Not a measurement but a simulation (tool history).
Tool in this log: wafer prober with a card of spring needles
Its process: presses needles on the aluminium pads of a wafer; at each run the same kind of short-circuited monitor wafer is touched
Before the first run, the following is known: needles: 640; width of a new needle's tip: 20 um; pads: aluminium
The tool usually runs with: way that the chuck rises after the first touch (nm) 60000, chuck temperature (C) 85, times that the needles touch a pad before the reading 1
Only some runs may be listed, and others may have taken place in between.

run,hour,way that the chuck rises after the first touch (nm),chuck temperature (C),times that the needles touch a pad before the reading,resistance of one needle with its contact and lead (mohm),way that a needle slides on the pad (nm)
1,0,60000,85,1,279,16250
# hour 6.4: tips cleaned on abrasive film
# hour 14.9: tips cleaned on abrasive film
# hour 25.5: tips cleaned on abrasive film
# hour 36.1: tips cleaned on abrasive film
# hour 44.6: tips cleaned on abrasive film
# hour 55.2: tips cleaned on abrasive film
# hour 65.8: tips cleaned on abrasive film
2,67.4,64000,85,1,270,16960
# hour 75.9: tips cleaned on abrasive film
# hour 84.4: tips cleaned on abrasive film
# hour 93: tips cleaned on abrasive film
# hour 103.6: tips cleaned on abrasive film
# hour 114.2: tips cleaned on abrasive film
# hour 124.8: tips cleaned on abrasive film
# hour 135.4: tips cleaned on abrasive film
3,141.2,60000,112,1,291,16390
# hour 145.5: tips cleaned on abrasive film
# hour 154: tips cleaned on abrasive film
# hour 164.6: tips cleaned on abrasive film
# hour 175.2: tips cleaned on abrasive film
# hour 183.7: tips cleaned on abrasive film
# hour 194.3: tips cleaned on abrasive film
# hour 204.9: tips cleaned on abrasive film
# hour 215.5: tips cleaned on abrasive film
4,218.4,60000,85,1,279,16220
# hour 224.8: tips cleaned on abrasive film
# hour 233.3: tips cleaned on abrasive film
# hour 243.9: tips cleaned on abrasive film
# hour 254.5: tips cleaned on abrasive film
# hour 265.2: tips cleaned on abrasive film
# hour 275.8: tips cleaned on abrasive film
5,284.1,60000,85,1,274,16200
# hour 286.3: tips cleaned on abrasive film
# hour 294.8: tips cleaned on abrasive film
# hour 305.4: tips cleaned on abrasive film
# hour 305.7: height of the first contact set anew
# hour 316.3: tips cleaned on abrasive film
# hour 326.9: tips cleaned on abrasive film
# hour 337.5: tips cleaned on abrasive film
# hour 348.1: tips cleaned on abrasive film
# hour 356.6: tips cleaned on abrasive film
6,357.8,60000,85,1,281,16020
# hour 366.3: tips cleaned on abrasive film
# hour 374.8: tips cleaned on abrasive film
# hour 383.3: tips cleaned on abrasive film
# hour 393.9: tips cleaned on abrasive film
7,398.2,60000,85,1,280,16260
# hour 402.4: tips cleaned on abrasive film
# hour 410.9: tips cleaned on abrasive film
# hour 421.6: tips cleaned on abrasive film
# hour 432.2: tips cleaned on abrasive film
# hour 440.7: tips cleaned on abrasive film
# hour 449.2: tips cleaned on abrasive film
# hour 459.8: tips cleaned on abrasive film
8,467.4,60000,85,1,280,16250
# hour 469.6: tips cleaned on abrasive film
# hour 478.1: tips cleaned on abrasive film
# hour 486.6: tips cleaned on abrasive film
# hour 497.2: tips cleaned on abrasive film
# hour 505.7: tips cleaned on abrasive film
# hour 516.3: tips cleaned on abrasive film
# hour 524.8: tips cleaned on abrasive film
# hour 535.4: tips cleaned on abrasive film
9,538.5,60000,85,1,280,16180
# hour 544.9: tips cleaned on abrasive film
# hour 555.5: tips cleaned on abrasive film
# hour 564: tips cleaned on abrasive film
# hour 574.6: tips cleaned on abrasive film
# hour 585.2: tips cleaned on abrasive film
10,587,77000,85,1,276,20520
# hour 595.5: tips cleaned on abrasive film
# hour 606.1: tips cleaned on abrasive film
# hour 614.6: tips cleaned on abrasive film
# hour 625.2: tips cleaned on abrasive film
# hour 633.7: tips cleaned on abrasive film
# hour 644.4: tips cleaned on abrasive film
# hour 652.9: tips cleaned on abrasive film
# hour 663.5: tips cleaned on abrasive film
11,665,77000,85,1,271,20840
# hour 673.5: tips cleaned on abrasive film
# hour 684.1: tips cleaned on abrasive film
# hour 692.6: tips cleaned on abrasive film
# hour 703.2: tips cleaned on abrasive film
# hour 713.8: tips cleaned on abrasive film
# hour 724.4: tips cleaned on abrasive film
# hour 735: tips cleaned on abrasive film
12,735.2,53000,85,3,280,14300
# hour 743.7: tips cleaned on abrasive film
# hour 752.2: tips cleaned on abrasive film
# hour 762.8: tips cleaned on abrasive film
# hour 773.4: tips cleaned on abrasive film
# hour 784: tips cleaned on abrasive film
13,786.5,63000,85,3,277,16780
# hour 792.9: tips cleaned on abrasive film
# hour 799.5: height of the first contact set anew
# hour 803.8: tips cleaned on abrasive film
# hour 812.3: tips cleaned on abrasive film
# hour 822.9: tips cleaned on abrasive film
# hour 833.5: tips cleaned on abrasive film
# hour 842: tips cleaned on abrasive film
# hour 854: card fitted with new needles
# hour 864.6: tips cleaned on abrasive film
# hour 874.8: tips cleaned on abrasive film
14,874.8,63000,85,3,280,16930
# hour 885.4: tips cleaned on abrasive film
# hour 893.9: tips cleaned on abrasive film
# hour 904.5: tips cleaned on abrasive film
# hour 915.2: tips cleaned on abrasive film
# hour 925.8: tips cleaned on abrasive film
# hour 934.3: tips cleaned on abrasive film
15,937.2,72000,85,2,274,19370
# hour 943.6: tips cleaned on abrasive film
# hour 954.2: tips cleaned on abrasive film
# hour 962.7: tips cleaned on abrasive film
16,970.9,48000,61,2,280,13010
# hour 973.1: tips cleaned on abrasive film
# hour 983.7: tips cleaned on abrasive film
# hour 994.3: tips cleaned on abrasive film
# hour 1004.9: tips cleaned on abrasive film
# hour 1013.5: tips cleaned on abrasive film
# hour 1022: tips cleaned on abrasive film
# hour 1032.6: tips cleaned on abrasive film
# hour 1043.2: tips cleaned on abrasive film
17,1046.5,48000,61,2,282,12980
# hour 1052.9: tips cleaned on abrasive film
# hour 1061.4: tips cleaned on abrasive film
# hour 1069.9: tips cleaned on abrasive film
# hour 1078.4: tips cleaned on abrasive film
# hour 1089: tips cleaned on abrasive film
# hour 1097.5: tips cleaned on abrasive film
# hour 1106: tips cleaned on abrasive film
# hour 1114.5: tips cleaned on abrasive film
18,1120.3,60000,85,1,281,16070
# hour 1124.6: tips cleaned on abrasive film
# hour 1133.1: tips cleaned on abrasive film
# hour 1143.7: tips cleaned on abrasive film
# hour 1152.2: tips cleaned on abrasive film
19,1158.4,57000,52,2,273,15210
# hour 1162.7: tips cleaned on abrasive film
# hour 1173.3: tips cleaned on abrasive film
# hour 1181.8: tips cleaned on abrasive film
# hour 1192.4: tips cleaned on abrasive film
# hour 1203: tips cleaned on abrasive film
# hour 1211.5: tips cleaned on abrasive film
# hour 1222.2: tips cleaned on abrasive film
# hour 1232.8: tips cleaned on abrasive film
20,1233.5,60000,85,1,277,16090

Alternative continuations, all from the tool just after run 20; predict every row:
# hour 1242: tips cleaned on abrasive film
# hour 1250.5: tips cleaned on abrasive film
# hour 1261.1: tips cleaned on abrasive film
# hour 1269.6: tips cleaned on abrasive film
A,1270.3,77000,56,1,?,?
# hour 1242: tips cleaned on abrasive film
# hour 1250.5: tips cleaned on abrasive film
# hour 1261.1: tips cleaned on abrasive film
# hour 1269.6: tips cleaned on abrasive film
B,1270.3,61000,85,1,?,?
# hour 1242: tips cleaned on abrasive film
# hour 1250.5: tips cleaned on abrasive film
# hour 1261.1: tips cleaned on abrasive film
# hour 1269.6: tips cleaned on abrasive film
C,1270.3,55000,85,1,?,?
# hour 1242: tips cleaned on abrasive film
# hour 1250.5: tips cleaned on abrasive film
# hour 1261.1: tips cleaned on abrasive film
# hour 1269.6: tips cleaned on abrasive film
D,1270.3,74000,85,2,?,?
# hour 1242: tips cleaned on abrasive film
# hour 1250.5: tips cleaned on abrasive film
# hour 1261.1: tips cleaned on abrasive film
# hour 1269.6: tips cleaned on abrasive film
E,1270.3,75000,79,1,?,?

run,resistance of one needle with its contact and lead (mohm),way that a needle slides on the pad (nm)
A,262,20840
B,284,16440
C,281,14920
D,277,19730
E,276,20170
With the hidden condition removed and each run's random variation left untouched, the same runs would have given:
run,resistance of one needle with its contact and lead (mohm),way that a needle slides on the pad (nm)
A,262,20860
B,283,16460
C,280,14940
D,277,19750
E,275,20190
